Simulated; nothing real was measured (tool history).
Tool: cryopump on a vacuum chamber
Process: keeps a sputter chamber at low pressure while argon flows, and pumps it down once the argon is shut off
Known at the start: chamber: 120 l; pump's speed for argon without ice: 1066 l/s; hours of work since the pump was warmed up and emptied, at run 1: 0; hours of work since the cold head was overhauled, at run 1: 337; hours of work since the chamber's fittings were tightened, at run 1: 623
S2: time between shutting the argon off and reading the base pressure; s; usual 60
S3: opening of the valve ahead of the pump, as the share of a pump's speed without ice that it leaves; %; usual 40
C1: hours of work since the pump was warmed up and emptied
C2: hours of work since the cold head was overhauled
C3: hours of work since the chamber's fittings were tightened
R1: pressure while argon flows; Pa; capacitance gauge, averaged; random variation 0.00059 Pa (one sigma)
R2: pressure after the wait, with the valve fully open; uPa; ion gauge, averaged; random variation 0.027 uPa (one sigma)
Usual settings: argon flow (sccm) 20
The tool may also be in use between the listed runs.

Run 1, day 0.000: usual settings; C1 0; C2 337; C3 623. Result: R1 0.0788 Pa, R2 1.35 uPa.
Run 2, day 0.658: usual settings but S3 16 %; C1 13; C2 350; C3 636. Result: R1 0.1977 Pa, R2 1.42 uPa.
Run 3, day 1.271: usual settings but S3 16 %; C1 25; C2 362; C3 648. Result: R1 0.1992 Pa, R2 1.44 uPa.
Run 4, day 1.596: usual settings but S2 20 s; C1 31; C2 368; C3 654. Result: R1 0.0804 Pa, R2 3.14 uPa.
Run 5, day 1.979: usual settings but S2 20 s; C1 38; C2 376; C3 662. Result: R1 0.0797 Pa, R2 3.13 uPa.
Run 6, day 2.475: usual settings but S2 20 s; C1 48; C2 385; C3 671. Result: R1 0.0804 Pa, R2 3.21 uPa.
Run 7, day 3.058: usual settings but S2 20 s; C1 59; C2 397; C3 682. Result: R1 0.0805 Pa, R2 3.19 uPa.
Run 8, day 3.404: usual settings but S2 20 s; C1 66; C2 403; C3 689. Result: R1 0.0811 Pa, R2 3.24 uPa.
Run 9, day 3.933: usual settings but S2 36 s; C1 76; C2 414; C3 699. Result: R1 0.0807 Pa, R2 2.03 uPa.
Run 10, day 4.533: usual settings but S2 36 s; C1 88; C2 425; C3 711. Result: R1 0.0812 Pa, R2 2.03 uPa.
Run 11, day 4.858: usual settings but S2 142 s; C1 94; C2 431; C3 717. Result: R1 0.0823 Pa, R2 0.92 uPa.
Run 12, day 5.512: usual settings but S2 142 s; C1 107; C2 444; C3 730. Result: R1 0.0822 Pa, R2 0.92 uPa.
Run 13, day 5.833: usual settings but S2 142 s; C1 113; C2 450; C3 736. Result: R1 0.0826 Pa, R2 0.97 uPa.
Run 14, day 6.175: usual settings but S3 55 %; C1 120; C2 457; C3 743. Result: R1 0.0612 Pa, R2 1.46 uPa.
Run 15, day 6.808: usual settings but argon flow (sccm) 17; C1 132; C2 469; C3 755. Result: R1 0.0707 Pa, R2 1.51 uPa.
Run 16, day 7.212: usual settings but S2 20 s, S3 28 %; C1 140; C2 477; C3 763. Result: R1 0.1180 Pa, R2 3.35 uPa.
Run 17, day 7.525: usual settings but S2 20 s, S3 28 %; C1 146; C2 483; C3 769. Result: R1 0.1180 Pa, R2 3.24 uPa.
Run 18, day 7.988: usual settings but argon flow (sccm) 11, S3 44 %; C1 155; C2 492; C3 778. Result: R1 0.0418 Pa, R2 1.49 uPa.
Run 19, day 8.604: usual settings but argon flow (sccm) 11, S3 44 %; C1 167; C2 504; C3 790. Result: R1 0.0430 Pa, R2 1.56 uPa.
Run 20, day 9.212: usual settings but argon flow (sccm) 16, S2 103 s, S3 17 %; C1 179; C2 516; C3 802. Result: R1 0.1541 Pa, R2 1.20 uPa.
Run 21, day 9.812: usual settings but argon flow (sccm) 16, S2 31 s, S3 17 %; C1 190; C2 528; C3 813. Result: R1 0.1535 Pa, R2 2.39 uPa.
Run 22, day 10.483: usual settings but argon flow (sccm) 18, S2 87 s, S3 55 %; C1 203; C2 541; C3 826. Result: R1 0.0578 Pa, R2 1.27 uPa.
Run 23, day 11.075: usual settings but argon flow (sccm) 18, S2 87 s, S3 55 %; C1 215; C2 552; C3 838. Result: R1 0.0586 Pa, R2 1.30 uPa.
Run 24, day 11.571: usual settings but argon flow (sccm) 16, S2 67 s, S3 55 %; C1 224; C2 562; C3 848. Result: R1 0.0518 Pa, R2 1.52 uPa.
Run 25, day 11.854: usual settings but argon flow (sccm) 16, S2 67 s, S3 55 %; C1 230; C2 567; C3 853. Result: R1 0.0530 Pa, R2 1.52 uPa.
Run 26, day 12.533: usual settings but argon flow (sccm) 10, S2 93 s, S3 23 %; C1 243; C2 580; C3 866. Result: R1 0.0737 Pa, R2 1.32 uPa.
Run 27, day 13.033: usual settings but S2 150 s; C1 253; C2 590; C3 876. Result: R1 0.0880 Pa, R2 1.12 uPa.
Run 28, day 13.396: usual settings but argon flow (sccm) 9, S2 289 s; C1 260; C2 597; C3 883. Result: R1 0.0400 Pa, R2 0.89 uPa.

Hidden state or all else? Some run-to-run changes of R1, split into what the settings, what came in and random variation would give without the hidden state, and what is left for the hidden state (with any gauge scatter that isn't in both results):
The hidden state here: pump's speed, % of a pump's without ice; cold plate's temperature, K; leak into the chamber, uPa l/s; drift of the gauge itself on working_pa, %; drift of the gauge itself on base_upa, %.
Run 1 -> 2: S3 40 -> 16. R1 +0.1189 Pa: hidden state +0.0003, all else +0.1186.
Run 3 -> 4: S2 60 -> 20, S3 16 -> 40. R1 -0.1188 Pa: hidden state +0.0002, all else -0.1190.
Run 26 -> 27: argon flow (sccm) 10 -> 20, S2 93 -> 150, S3 23 -> 40. R1 +0.0143 Pa: hidden state +0.0045, all else +0.0098.
Run 27 -> 28: argon flow (sccm) 20 -> 9, S2 150 -> 289. R1 -0.0480 Pa: hidden state -0.0047, all else -0.0433.
